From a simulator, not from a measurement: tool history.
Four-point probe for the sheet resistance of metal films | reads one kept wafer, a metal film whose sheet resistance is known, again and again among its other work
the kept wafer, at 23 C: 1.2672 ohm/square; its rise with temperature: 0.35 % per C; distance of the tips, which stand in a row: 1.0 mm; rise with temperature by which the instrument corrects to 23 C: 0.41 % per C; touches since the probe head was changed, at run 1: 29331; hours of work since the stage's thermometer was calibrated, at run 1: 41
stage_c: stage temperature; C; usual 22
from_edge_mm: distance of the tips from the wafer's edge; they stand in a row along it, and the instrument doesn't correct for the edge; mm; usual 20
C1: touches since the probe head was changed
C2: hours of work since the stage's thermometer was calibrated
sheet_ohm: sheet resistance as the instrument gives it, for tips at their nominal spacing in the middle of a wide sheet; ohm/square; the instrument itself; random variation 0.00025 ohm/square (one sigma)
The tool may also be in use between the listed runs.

run 1 day=0 | stage_c=22 from_edge_mm=20 | C1=29331 C2=41 | sheet_ohm=1.264463
run 2 day=2.325 | stage_c=22 from_edge_mm=20 | C1=30155 C2=73 | sheet_ohm=1.264783
run 3 day=4.592 | stage_c=22 from_edge_mm=20 | C1=30956 C2=104 | sheet_ohm=1.26467
run 4 day=6.267 | stage_c=21 from_edge_mm=20 | C1=31550 C2=127 | sheet_ohm=1.265507
run 5 day=8.488 | stage_c=21 from_edge_mm=20 | C1=32336 C2=157 | sheet_ohm=1.264965
run 6 day=10.612 | stage_c=21 from_edge_mm=20 | C1=33089 C2=186 | sheet_ohm=1.265391
run 7 day=12.421 | stage_c=21 from_edge_mm=20 | C1=33729 C2=211 | sheet_ohm=1.266021
run 8 day=14.296 | stage_c=22 from_edge_mm=20 | C1=34393 C2=236 | sheet_ohm=1.265162
run 9 day=17.308 | stage_c=22 from_edge_mm=20 | C1=35460 C2=277 | sheet_ohm=1.264807
run 10 day=20.275 | stage_c=22 from_edge_mm=20 | C1=36510 C2=318 | sheet_ohm=1.265531
run 11 day=23.633 | stage_c=22 from_edge_mm=20 | C1=37699 C2=364 | sheet_ohm=1.265561
run 12 day=26.346 | stage_c=22 from_edge_mm=20 | C1=38659 C2=401 | sheet_ohm=1.265866
run 13 day=28.625 | stage_c=22 from_edge_mm=20 | C1=39467 C2=432 | sheet_ohm=1.265435
run 14 day=31.483 | stage_c=22 from_edge_mm=20 | C1=40479 C2=471 | sheet_ohm=1.26541
run 15 day=34.533 | stage_c=19 from_edge_mm=20 | C1=41559 C2=513 | sheet_ohm=1.268049
run 16 day=36.667 | stage_c=19 from_edge_mm=20 | C1=42315 C2=542 | sheet_ohm=1.267853
run 17 day=39.579 | stage_c=19 from_edge_mm=20 | C1=43344 C2=581 | sheet_ohm=1.267635
run 18 day=42.038 | stage_c=22 from_edge_mm=52 | C1=44215 C2=615 | sheet_ohm=1.264626
run 19 day=45.142 | stage_c=22 from_edge_mm=20 | C1=45315 C2=657 | sheet_ohm=1.266389
run 20 day=47.233 | stage_c=22 from_edge_mm=20 | C1=46055 C2=686 | sheet_ohm=1.266178
run 21 day=50.454 | stage_c=22 from_edge_mm=20 | C1=47196 C2=730 | sheet_ohm=1.266455
run 22 day=53.612 | stage_c=22 from_edge_mm=48 | C1=48315 C2=773 | sheet_ohm=1.26469
run 23 day=55.442 | stage_c=22 from_edge_mm=20 | C1=48962 C2=798 | sheet_ohm=1.266417
run 24 day=57.45 | stage_c=22 from_edge_mm=20 | C1=49673 C2=825 | sheet_ohm=1.266471
run 25 day=59.612 | stage_c=22 from_edge_mm=18 | C1=50438 C2=855 | sheet_ohm=1.267435
run 26 day=61.375 | stage_c=23 from_edge_mm=7 | C1=51062 C2=879 | sheet_ohm=1.278335
run 27 day=63.812 | stage_c=31 from_edge_mm=46 | C1=51925 C2=912 | sheet_ohm=1.259088
run 28 day=67.083 | stage_c=31 from_edge_mm=46 | C1=53084 C2=957 | sheet_ohm=1.259605
run 29 day=69.162 | stage_c=25 from_edge_mm=5 | C1=53820 C2=985 | sheet_ohm=1.2893
run 30 day=71.229 | stage_c=25 from_edge_mm=5 | C1=54551 C2=1013 | sheet_ohm=1.289841
run 31 day=73.512 | stage_c=22 from_edge_mm=10 | C1=55360 C2=1045 | sheet_ohm=1.272826
run 32 day=76.783 | stage_c=19 from_edge_mm=61 | C1=56519 C2=1089 | sheet_ohm=1.268812
run 33 day=79.367 | stage_c=27 from_edge_mm=15 | C1=57433 C2=1125 | sheet_ohm=1.26515
run 34 day=81.429 | stage_c=30 from_edge_mm=20 | C1=58164 C2=1153 | sheet_ohm=1.262031
run 35 day=84.721 | stage_c=30 from_edge_mm=20 | C1=59329 C2=1198 | sheet_ohm=1.261782
run 36 day=87.038 | stage_c=22 from_edge_mm=4 | C1=60149 C2=1229 | sheet_ohm=1.307849
run 37 day=90.012 | stage_c=22 from_edge_mm=4 | C1=61203 C2=1270 | sheet_ohm=1.307507
run 38 day=91.846 | stage_c=22 from_edge_mm=4 | C1=61852 C2=1295 | sheet_ohm=1.307537
run 39 day=93.996 | stage_c=32 from_edge_mm=14 | C1=62613 C2=1324 | sheet_ohm=1.262449
run 40 day=96.562 | stage_c=25 from_edge_mm=7 | C1=63521 C2=1359 | sheet_ohm=1.27832
run 41 day=99.9 | stage_c=19 from_edge_mm=6 | C1=64704 C2=1405 | sheet_ohm=1.288157
run 42 day=102.912 | stage_c=20 from_edge_mm=26 | C1=65770 C2=1446 | sheet_ohm=1.269774
run 43 day=105.796 | stage_c=30 from_edge_mm=21 | C1=66791 C2=1485 | sheet_ohm=1.262838
run 44 day=107.912 | stage_c=20 from_edge_mm=8 | C1=67540 C2=1514 | sheet_ohm=1.279746
run 45 day=110.583 | stage_c=26 from_edge_mm=8 | C1=68486 C2=1551 | sheet_ohm=1.274899
run 46 day=113.767 | stage_c=25 from_edge_mm=23 | C1=69613 C2=1594 | sheet_ohm=1.266516

Some steps in sheet_ohm between neighbouring runs. How much of each would the tool show without its hidden state too (settings, what came in, random variation), and how much is left for the hidden state, with any gauge scatter that isn't in both results?
The hidden state here: inner tips' distance over the nominal, %; tips' flats over new ones', %; wafer's true temperature over the reading, C; drift of the gauge itself on sheet_ohm, %.
Run 28 -> 29: stage_c 31 -> 25, from_edge_mm 46 -> 5. sheet_ohm +0.029695 ohm/square: hidden state +0.000062, all else +0.029633.
Run 31 -> 32: stage_c 22 -> 19, from_edge_mm 10 -> 61. sheet_ohm -0.004014 ohm/square: hidden state +0.000163, all else -0.004177.
Run 35 -> 36: stage_c 30 -> 22, from_edge_mm 20 -> 4. sheet_ohm +0.046067 ohm/square: hidden state +0.000093, all else +0.045974.
Run 38 -> 39: stage_c 22 -> 32, from_edge_mm 4 -> 14. sheet_ohm -0.045088 ohm/square: hidden state +0.000073, all else -0.045161.
Run 40 -> 41: stage_c 25 -> 19, from_edge_mm 7 -> 6. sheet_ohm +0.009837 ohm/square: hidden state +0.000176, all else +0.009661.
Run 43 -> 44: stage_c 30 -> 20, from_edge_mm 21 -> 8. sheet_ohm +0.016908 ohm/square: hidden state +0.000155, all else +0.016753.
